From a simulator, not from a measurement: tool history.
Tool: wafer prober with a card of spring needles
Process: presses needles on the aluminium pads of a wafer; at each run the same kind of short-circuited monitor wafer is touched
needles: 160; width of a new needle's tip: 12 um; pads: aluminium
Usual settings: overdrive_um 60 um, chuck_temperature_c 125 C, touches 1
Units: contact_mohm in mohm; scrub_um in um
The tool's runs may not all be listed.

{"run": 1, "hour": 0.0, "overdrive_um": 60, "chuck_temperature_c": 125, "touches": 1, "contact_mohm": 204, "scrub_um": 11.1}
{"hour": 6.5, "done": "tips cleaned on abrasive film"}
{"run": 2, "hour": 11.0, "overdrive_um": 60, "chuck_temperature_c": 125, "touches": 1, "contact_mohm": 315, "scrub_um": 11.18}
{"hour": 14.9, "done": "tips cleaned on abrasive film"}
{"run": 3, "hour": 20.7, "overdrive_um": 60, "chuck_temperature_c": 125, "touches": 1, "contact_mohm": 245, "scrub_um": 11.12}
{"hour": 23.0, "done": "tips cleaned on abrasive film"}
{"run": 4, "hour": 27.5, "overdrive_um": 60, "chuck_temperature_c": 125, "touches": 1, "contact_mohm": 233, "scrub_um": 11.39}
{"hour": 31.3, "done": "tips cleaned on abrasive film"}
{"run": 5, "hour": 34.7, "overdrive_um": 60, "chuck_temperature_c": 125, "touches": 1, "contact_mohm": 223, "scrub_um": 11.08}
{"hour": 39.7, "done": "tips cleaned on abrasive film"}
{"run": 6, "hour": 40.5, "overdrive_um": 60, "chuck_temperature_c": 116, "touches": 1, "contact_mohm": 195, "scrub_um": 11.03}
{"hour": 48.2, "done": "tips cleaned on abrasive film"}
{"run": 7, "hour": 49.5, "overdrive_um": 60, "chuck_temperature_c": 125, "touches": 1, "contact_mohm": 192, "scrub_um": 11.28}
{"run": 8, "hour": 54.5, "overdrive_um": 60, "chuck_temperature_c": 125, "touches": 1, "contact_mohm": 246, "scrub_um": 11.25}
{"hour": 56.4, "done": "tips cleaned on abrasive film"}
{"hour": 64.4, "done": "tips cleaned on abrasive film"}
{"run": 9, "hour": 64.7, "overdrive_um": 60, "chuck_temperature_c": 125, "touches": 1, "contact_mohm": 183, "scrub_um": 11.29}
{"hour": 67.6, "done": "tips cleaned on abrasive film, once more"}
{"run": 10, "hour": 74.2, "overdrive_um": 60, "chuck_temperature_c": 125, "touches": 1, "contact_mohm": 253, "scrub_um": 11.02}
{"hour": 75.7, "done": "tips cleaned on abrasive film"}
{"run": 11, "hour": 80.9, "overdrive_um": 60, "chuck_temperature_c": 125, "touches": 1, "contact_mohm": 241, "scrub_um": 11.2}
{"hour": 83.6, "done": "tips cleaned on abrasive film"}
{"run": 12, "hour": 88.6, "overdrive_um": 60, "chuck_temperature_c": 125, "touches": 1, "contact_mohm": 240, "scrub_um": 11.18}
{"hour": 91.9, "done": "tips cleaned on abrasive film"}
{"run": 13, "hour": 96.8, "overdrive_um": 60, "chuck_temperature_c": 125, "touches": 1, "contact_mohm": 239, "scrub_um": 11.3}
{"hour": 100.3, "done": "tips cleaned on abrasive film"}
{"run": 14, "hour": 102.8, "overdrive_um": 50, "chuck_temperature_c": 125, "touches": 1, "contact_mohm": 234, "scrub_um": 9.09}
{"hour": 108.3, "done": "tips cleaned on abrasive film"}
{"run": 15, "hour": 112.0, "overdrive_um": 50, "chuck_temperature_c": 125, "touches": 1, "contact_mohm": 249, "scrub_um": 9.23}
{"hour": 116.5, "done": "tips cleaned on abrasive film"}
{"run": 16, "hour": 117.6, "overdrive_um": 60, "chuck_temperature_c": 31, "touches": 1, "contact_mohm": 191, "scrub_um": 11.13}
{"hour": 125.1, "done": "tips cleaned on abrasive film"}
{"run": 17, "hour": 126.2, "overdrive_um": 65, "chuck_temperature_c": 31, "touches": 1, "contact_mohm": 181, "scrub_um": 12.07}
{"hour": 133.6, "done": "tips cleaned on abrasive film"}
{"run": 18, "hour": 133.6, "overdrive_um": 53, "chuck_temperature_c": 105, "touches": 2, "contact_mohm": 181, "scrub_um": 9.65}
{"hour": 142.0, "done": "tips cleaned on abrasive film"}
{"run": 19, "hour": 142.0, "overdrive_um": 53, "chuck_temperature_c": 105, "touches": 2, "contact_mohm": 179, "scrub_um": 9.77}
{"hour": 150.4, "done": "tips cleaned on abrasive film"}
{"run": 20, "hour": 151.3, "overdrive_um": 53, "chuck_temperature_c": 105, "touches": 2, "contact_mohm": 189, "scrub_um": 9.77}
{"run": 21, "hour": 156.6, "overdrive_um": 53, "chuck_temperature_c": 105, "touches": 2, "contact_mohm": 235, "scrub_um": 9.68}
{"hour": 158.5, "done": "tips cleaned on abrasive film"}
{"run": 22, "hour": 161.8, "overdrive_um": 60, "chuck_temperature_c": 73, "touches": 1, "contact_mohm": 215, "scrub_um": 11.02}
{"hour": 166.6, "done": "tips cleaned on abrasive film"}
{"run": 23, "hour": 170.8, "overdrive_um": 60, "chuck_temperature_c": 73, "touches": 1, "contact_mohm": 227, "scrub_um": 11.15}
{"hour": 174.5, "done": "tips cleaned on abrasive film"}
{"run": 24, "hour": 181.8, "overdrive_um": 60, "chuck_temperature_c": 73, "touches": 1, "contact_mohm": 265, "scrub_um": 11.09}
{"hour": 182.8, "done": "tips cleaned on abrasive film"}
{"run": 25, "hour": 189.6, "overdrive_um": 60, "chuck_temperature_c": 125, "touches": 1, "contact_mohm": 260, "scrub_um": 11.09}
{"hour": 190.8, "done": "tips cleaned on abrasive film"}
{"hour": 199.2, "done": "tips cleaned on abrasive film"}
{"run": 26, "hour": 200.2, "overdrive_um": 60, "chuck_temperature_c": 125, "touches": 1, "contact_mohm": 196, "scrub_um": 11.18}
{"hour": 207.2, "done": "tips cleaned on abrasive film"}
{"run": 27, "hour": 208.2, "overdrive_um": 51, "chuck_temperature_c": 31, "touches": 2, "contact_mohm": 178, "scrub_um": 9.27}
{"run": 28, "hour": 214.0, "overdrive_um": 51, "chuck_temperature_c": 31, "touches": 2, "contact_mohm": 231, "scrub_um": 9.1}
{"hour": 215.7, "done": "tips cleaned on abrasive film"}
{"run": 29, "hour": 219.8, "overdrive_um": 51, "chuck_temperature_c": 54, "touches": 1, "contact_mohm": 259, "scrub_um": 9.46}
{"hour": 224.1, "done": "tips cleaned on abrasive film"}
{"run": 30, "hour": 229.2, "overdrive_um": 54, "chuck_temperature_c": 125, "touches": 1, "contact_mohm": 262, "scrub_um": 9.97}
{"hour": 231.9, "done": "tips cleaned on abrasive film"}
{"run": 31, "hour": 235.9, "overdrive_um": 54, "chuck_temperature_c": 49, "touches": 1, "contact_mohm": 237, "scrub_um": 9.96}
{"hour": 240.3, "done": "tips cleaned on abrasive film"}
{"run": 32, "hour": 245.5, "overdrive_um": 60, "chuck_temperature_c": 125, "touches": 1, "contact_mohm": 251, "scrub_um": 11.06}

Measured less the same run without the tool's hidden state. The same run-to-run variation is in both; the gauge's scatter may not be:
The hidden state here: debris on the tips, nm; way that the needles fall short of the set height, um; tips' diameter, um; drift of the gauge itself on contact_mohm, %; drift of the gauge itself on scrub_um, %.
run=1 contact_mohm=+29 scrub_um=-0.19
run=2 contact_mohm=+139 scrub_um=-0.26
run=3 contact_mohm=+70 scrub_um=-0.27
run=4 contact_mohm=+57 scrub_um=-0.28
run=5 contact_mohm=+49 scrub_um=-0.28
run=6 contact_mohm=+19 scrub_um=-0.30
run=7 contact_mohm=+23 scrub_um=-0.31
run=8 contact_mohm=+73 scrub_um=-0.31
run=9 contact_mohm=+11 scrub_um=-0.32
run=10 contact_mohm=+77 scrub_um=-0.33
run=11 contact_mohm=+68 scrub_um=-0.34
run=12 contact_mohm=+67 scrub_um=-0.35
run=13 contact_mohm=+65 scrub_um=-0.36
run=14 contact_mohm=+58 scrub_um=-0.37
run=15 contact_mohm=+74 scrub_um=-0.38
run=16 contact_mohm=+31 scrub_um=-0.38
run=17 contact_mohm=+24 scrub_um=-0.39
run=18 contact_mohm=+8 scrub_um=-0.40
run=19 contact_mohm=+7 scrub_um=-0.41
run=20 contact_mohm=+18 scrub_um=-0.41
run=21 contact_mohm=+63 scrub_um=-0.41
run=22 contact_mohm=+52 scrub_um=-0.43
run=23 contact_mohm=+60 scrub_um=-0.43
run=24 contact_mohm=+99 scrub_um=-0.44
run=25 contact_mohm=+83 scrub_um=-0.46
run=26 contact_mohm=+22 scrub_um=-0.47
run=27 contact_mohm=+19 scrub_um=-0.47
run=28 contact_mohm=+74 scrub_um=-0.47
run=29 contact_mohm=+96 scrub_um=-0.48
run=30 contact_mohm=+86 scrub_um=-0.49
run=31 contact_mohm=+75 scrub_um=-0.50
run=32 contact_mohm=+74 scrub_um=-0.51
